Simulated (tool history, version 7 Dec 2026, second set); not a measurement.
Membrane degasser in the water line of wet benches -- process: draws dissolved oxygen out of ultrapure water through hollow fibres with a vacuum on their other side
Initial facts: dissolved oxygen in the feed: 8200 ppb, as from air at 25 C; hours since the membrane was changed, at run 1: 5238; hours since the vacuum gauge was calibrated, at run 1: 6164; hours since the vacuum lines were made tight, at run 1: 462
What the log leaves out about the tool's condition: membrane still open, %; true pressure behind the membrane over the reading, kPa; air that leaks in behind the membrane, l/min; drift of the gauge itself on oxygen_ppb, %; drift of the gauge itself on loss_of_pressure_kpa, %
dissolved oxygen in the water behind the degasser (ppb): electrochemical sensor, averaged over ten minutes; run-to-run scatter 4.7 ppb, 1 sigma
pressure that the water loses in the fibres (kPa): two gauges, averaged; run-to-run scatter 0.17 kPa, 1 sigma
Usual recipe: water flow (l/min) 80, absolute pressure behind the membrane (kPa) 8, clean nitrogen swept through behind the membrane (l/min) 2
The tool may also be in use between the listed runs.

run	day	water flow (l/min)	absolute pressure behind the membrane (kPa)	clean nitrogen swept through behind the membrane (l/min)	hours since the membrane was changed	hours since the vacuum gauge was calibrated	hours since the vacuum lines were made tight	dissolved oxygen in the water behind the degasser (ppb)	pressure that the water loses in the fibres (kPa)
1	0	80	8	2	5238	6164	462	506	30.95
2	12.575	80	8	2	5540	6466	764	524.2	31.3
3	18.958	80	8	2	5693	6619	917	526.4	30.83
4	25.5	80	8	2	5850	6776	1074	524.1	31.19
5	31.912	80	8	2	6004	6930	1228	522.3	31.22
6	38.079	80	8	2	6152	7078	1376	517.4	31.4
7	47.471	80	8	2	6377	7304	1601	513.4	31.25
8	61.854	80	8	2	6722	7649	1946	519.3	31.35
# day 65.796: vacuum gauge calibrated
9	69.125	80	8	2	6896	80	2120	501.7	31.22
10	74.958	80	10.74	2	7036	220	2260	691	31.82
11	82.867	55	8	1.03	7226	410	2450	514.8	21.72
# day 87.346: seals of the vacuum lines changed
12	96.462	80	11.83	2.11	7550	734	219	741.2	31.65
13	104.462	100	5.67	0.9	7742	926	411	592.4	39.55
14	115.325	100	5.67	0.9	8003	1187	672	607.7	39.6
15	123.933	100	5.67	0.9	8210	1393	878	600.1	39.56
# day 132.546: membrane cartridge changed
16	138.042	60	7.91	2.74	132	1728	1213	280.7	22.36

What will run 17 give?
17	145.754	80	15.6	1.06	317	1913	1398	?	?

dissolved oxygen in the water behind the degasser (ppb): 1471.8
pressure that the water loses in the fibres (kPa): 29.93
The same run, on a tool lacking any hidden state, would have yielded dissolved oxygen in the water behind the degasser (ppb) 1465, pressure that the water loses in the fibres (kPa) 29.86.
